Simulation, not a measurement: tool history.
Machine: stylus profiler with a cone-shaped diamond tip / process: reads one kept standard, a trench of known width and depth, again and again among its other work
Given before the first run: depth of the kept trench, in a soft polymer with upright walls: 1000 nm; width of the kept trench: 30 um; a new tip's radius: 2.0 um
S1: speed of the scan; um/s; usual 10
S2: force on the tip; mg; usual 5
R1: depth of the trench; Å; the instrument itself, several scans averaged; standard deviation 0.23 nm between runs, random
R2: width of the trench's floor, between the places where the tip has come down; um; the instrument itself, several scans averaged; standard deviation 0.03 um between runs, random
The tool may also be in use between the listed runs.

| run | hour | S1 | S2 | R1 | R2 |
|---|---|---|---|---|---|
| 1 | 0 | 10 | 5 | 10203.7 | 25.33 |
| 2 | 30.4 | 33 | 5 | 10202.3 | 25.24 |
| 3 | 53.1 | 33 | 5.36 | 10211.8 | 25.18 |
| 4 | 77.5 | 33 | 5.36 | 10208.6 | 25.21 |
| 5 | 103.6 | 10 | 12.93 | 10387 | 25.34 |
| 6 | 126.4 | 10 | 5 | 10198.6 | 25.25 |
| 7 | 151.6 | 10 | 5 | 10198.9 | 25.28 |
| 8 | 171.3 | 10 | 4.06 | 10168.5 | 25.24 |
| 9 | 203.2 | 10 | 4.06 | 10170 | 25.21 |
| 10 | 228 | 10 | 4.06 | 10169.5 | 25.12 |
| 11 | 251.3 | 10 | 4.06 | 10170 | 25.17 |
| 12 | 275.9 | 10 | 4.06 | 10168.7 | 25.11 |
| 13 | 297.8 | 10 | 4.06 | 10166.4 | 25.11 |
| 14 | 318.2 | 10 | 5 | 10192.9 | 25.05 |
| 15 | 345.8 | 14 | 5 | 10194.1 | 25.03 |
| 16 | 375.9 | 10 | 5 | 10195.2 | 25.01 |
| 17 | 406.3 | 10 | 5 | 10192.8 | 24.99 |
|  | 408.3 | height scale calibrated on a step standard |
| 18 | 424.2 | 10 | 5 | 10190.5 | 24.92 |
| 19 | 451.8 | 13 | 2.61 | 10117.9 | 24.9 |
| 20 | 478.3 | 34 | 6.24 | 10225.3 | 24.82 |
| 21 | 510.3 | 3 | 11.91 | 10356.8 | 24.93 |
| 22 | 530 | 9 | 5.73 | 10212.6 | 24.86 |
|  | 547 | height scale calibrated on a step standard, once more |
| 23 | 547.7 | 9 | 4.83 | 10213.9 | 24.86 |
| 24 | 573.1 | 34 | 7.04 | 10274.4 | 24.75 |

Expected results for the next run?
| 25 | 596.4 | 16 | 1.79 | ? | ? |

Run 25 came out at R1 10105.6 Å, R2 24.73 um.
Had the tool carried no hidden state, the very same run would have given R1 10102.6 Å, R2 26.41 um.

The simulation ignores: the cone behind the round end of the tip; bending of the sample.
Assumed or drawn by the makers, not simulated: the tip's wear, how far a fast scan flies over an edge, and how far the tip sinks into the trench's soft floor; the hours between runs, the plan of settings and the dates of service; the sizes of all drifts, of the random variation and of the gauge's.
